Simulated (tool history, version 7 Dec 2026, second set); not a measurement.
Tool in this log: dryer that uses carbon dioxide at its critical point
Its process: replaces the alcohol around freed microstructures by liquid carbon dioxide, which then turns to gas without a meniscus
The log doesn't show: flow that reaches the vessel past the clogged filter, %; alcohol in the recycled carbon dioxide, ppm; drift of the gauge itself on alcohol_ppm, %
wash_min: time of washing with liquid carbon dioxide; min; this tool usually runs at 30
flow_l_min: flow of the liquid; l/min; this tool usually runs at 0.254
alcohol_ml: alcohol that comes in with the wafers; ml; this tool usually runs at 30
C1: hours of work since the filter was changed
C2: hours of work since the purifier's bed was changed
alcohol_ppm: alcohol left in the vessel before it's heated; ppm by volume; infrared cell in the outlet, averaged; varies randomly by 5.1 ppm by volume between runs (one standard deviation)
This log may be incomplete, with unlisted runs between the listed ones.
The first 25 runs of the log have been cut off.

run 26 hour=222.8 | wash_min=33 flow_l_min=0.273 alcohol_ml=50 | C1=34 C2=259 | alcohol_ppm=54
run 27 hour=229.5 | wash_min=27 flow_l_min=0.215 alcohol_ml=30 | C1=37 C2=262 | alcohol_ppm=272
run 28 hour=241.1 | wash_min=22 flow_l_min=0.27 alcohol_ml=47 | C1=41 C2=266 | alcohol_ppm=369
run 29 hour=249.7 | wash_min=22 flow_l_min=0.27 alcohol_ml=47 | C1=44 C2=270 | alcohol_ppm=379
run 30 hour=263.8 | wash_min=30 flow_l_min=0.43 alcohol_ml=33 | C1=50 C2=275 | alcohol_ppm=22
run 31 hour=272.4 | wash_min=30 flow_l_min=0.43 alcohol_ml=33 | C1=53 C2=278 | alcohol_ppm=25
run 32 hour=281.5 | wash_min=30 flow_l_min=0.43 alcohol_ml=33 | C1=57 C2=282 | alcohol_ppm=31
run 33 hour=288.5 | wash_min=30 flow_l_min=0.43 alcohol_ml=33 | C1=59 C2=284 | alcohol_ppm=35
run 34 hour=297 | wash_min=29 flow_l_min=0.195 alcohol_ml=37 | C1=62 C2=288 | alcohol_ppm=386
run 35 hour=308.4 | wash_min=42 flow_l_min=0.175 alcohol_ml=96 | C1=67 C2=292 | alcohol_ppm=272
run 36 hour=320.9 | wash_min=28 flow_l_min=0.254 alcohol_ml=54 | C1=72 C2=297 | alcohol_ppm=199
run 37 hour=327.5 | wash_min=28 flow_l_min=0.254 alcohol_ml=54 | C1=74 C2=299 | alcohol_ppm=193
run 38 hour=335.1 | wash_min=30 flow_l_min=0.254 alcohol_ml=25 | C1=77 C2=302 | alcohol_ppm=82
run 39 hour=344.9 | wash_min=30 flow_l_min=0.289 alcohol_ml=90 | C1=81 C2=306 | alcohol_ppm=107
run 40 hour=351.2 | wash_min=30 flow_l_min=0.289 alcohol_ml=90 | C1=83 C2=308 | alcohol_ppm=111
run 41 hour=364.5 | wash_min=18 flow_l_min=0.153 alcohol_ml=40 | C1=88 C2=314 | alcohol_ppm=4409
run 42 hour=370.8 | wash_min=19 flow_l_min=0.305 alcohol_ml=91 | C1=91 C2=316 | alcohol_ppm=895
run 43 hour=384 | wash_min=30 flow_l_min=0.229 alcohol_ml=30 | C1=96 C2=321 | alcohol_ppm=156
run 44 hour=393.3 | wash_min=30 flow_l_min=0.229 alcohol_ml=30 | C1=99 C2=325 | alcohol_ppm=143
run 45 hour=399.6 | wash_min=43 flow_l_min=0.188 alcohol_ml=21 | C1=102 C2=327 | alcohol_ppm=59
run 46 hour=412.5 | wash_min=43 flow_l_min=0.188 alcohol_ml=21 | C1=107 C2=332 | alcohol_ppm=66
run 47 hour=419.4 | wash_min=48 flow_l_min=0.177 alcohol_ml=112 | C1=109 C2=335 | alcohol_ppm=169

Below are 3 alternative next runs, each starting from the tool's condition after run 47. Predict each:
run A hour=428.2 | wash_min=20 flow_l_min=0.277 alcohol_ml=23 | C1=113 C2=338 | alcohol_ppm=?
run B hour=428.2 | wash_min=48 flow_l_min=0.403 alcohol_ml=119 | C1=113 C2=338 | alcohol_ppm=?
run C hour=428.2 | wash_min=36 flow_l_min=0.296 alcohol_ml=26 | C1=113 C2=338 | alcohol_ppm=?

run=A alcohol_ppm=329
run=B alcohol_ppm=24
run=C alcohol_ppm=33
Without the tool's unlogged condition, the same runs would have read:
run=A alcohol_ppm=228
run=B alcohol_ppm=0
run=C alcohol_ppm=6

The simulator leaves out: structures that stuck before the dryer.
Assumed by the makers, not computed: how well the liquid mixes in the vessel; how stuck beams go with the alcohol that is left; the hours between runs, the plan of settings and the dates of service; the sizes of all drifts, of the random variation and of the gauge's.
